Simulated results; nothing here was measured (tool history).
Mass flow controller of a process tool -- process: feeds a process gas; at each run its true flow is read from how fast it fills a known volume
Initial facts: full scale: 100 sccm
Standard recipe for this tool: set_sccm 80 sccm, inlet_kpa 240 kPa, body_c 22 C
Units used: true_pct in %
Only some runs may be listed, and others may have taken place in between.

run,hour,set_sccm,inlet_kpa,body_c,true_pct
1,0,80,240,22,99.8
2,74.4,80,240,22,99.72
3,169.4,80,177,22,99.25
4,243.5,80,240,22,99.49
5,300.7,80,240,22,99.5
6,362,80,240,22,99.36
7,419.3,80,240,22,99.28
8,471,80,241,22,99.31
9,546.9,80,240,22,99.17
10,619.8,80,240,22,99.06
11,687.7,80,240,28,98.57
12,743.6,80,194,28,98.25
13,826.2,80,194,28,98.08
14,943.8,80,194,28,97.99
15,1054.2,80,194,28,97.82
16,1111,80,240,22,98.42
17,1188.8,80,240,22,98.31
18,1306.1,80,240,22,98.26
19,1383.7,80,240,22,98.14
20,1434.3,80,240,22,98.15
21,1491.7,80,240,32,97.21
22,1591.7,80,240,32,97.07
23,1655.8,80,240,32,97.01
24,1728.1,80,240,22,97.71
25,1822.4,24,267,22,96.04
26,1909.6,80,213,22,97.31
27,1992.6,80,213,22,97.23
28,2059.1,80,242,22,97.34
29,2132.4,80,242,22,97.27
30,2182.6,23,207,27,94.83
31,2268.1,23,207,27,94.77
32,2356.2,23,207,27,94.7
33,2416.1,27,181,21,94.99
# hour 2430.5: gauge calibrated
34,2516,37,208,25,97.92
35,2620.6,96,151,34,98.68
36,2669.1,95,151,33,98.66
37,2732.3,88,224,32,98.8
38,2784.1,17,203,24,97.08
39,2837.8,17,270,24,97.37
40,2921.5,17,270,24,97.22
41,3016.4,17,267,24,97.13
42,3068,56,235,39,96.87
43,3142.5,56,235,39,96.82
44,3219.5,45,179,26,97.09
45,3297.6,57,200,22,97.9
46,3378.6,21,157,22,96.42
47,3498.2,80,199,23,98.24

Per-run results on a tool with no hidden state, each run keeping its own random variation:
Hidden conditions of the tool in this case: flow at rest that the sensor doesn't see, % of full scale; true flow over the shown one, %; drift of the gauge itself on true_pct, %.
run,true_pct
1,99.8
2,99.81
3,99.46
4,99.79
5,99.86
6,99.8
7,99.79
8,99.88
9,99.84
10,99.81
11,99.4
12,99.15
13,99.08
14,99.13
15,99.09
16,99.77
17,99.76
18,99.84
19,99.82
20,99.89
21,99.01
22,98.99
23,99
24,99.8
25,98.22
26,99.62
27,99.65
28,99.84
29,99.85
30,97.42
31,97.47
32,97.5
33,97.88
34,98.03
35,98.91
36,98.95
37,99.16
38,97.51
39,97.87
40,97.82
41,97.84
42,97.62
43,97.66
44,98.03
45,98.95
46,97.56
47,99.54

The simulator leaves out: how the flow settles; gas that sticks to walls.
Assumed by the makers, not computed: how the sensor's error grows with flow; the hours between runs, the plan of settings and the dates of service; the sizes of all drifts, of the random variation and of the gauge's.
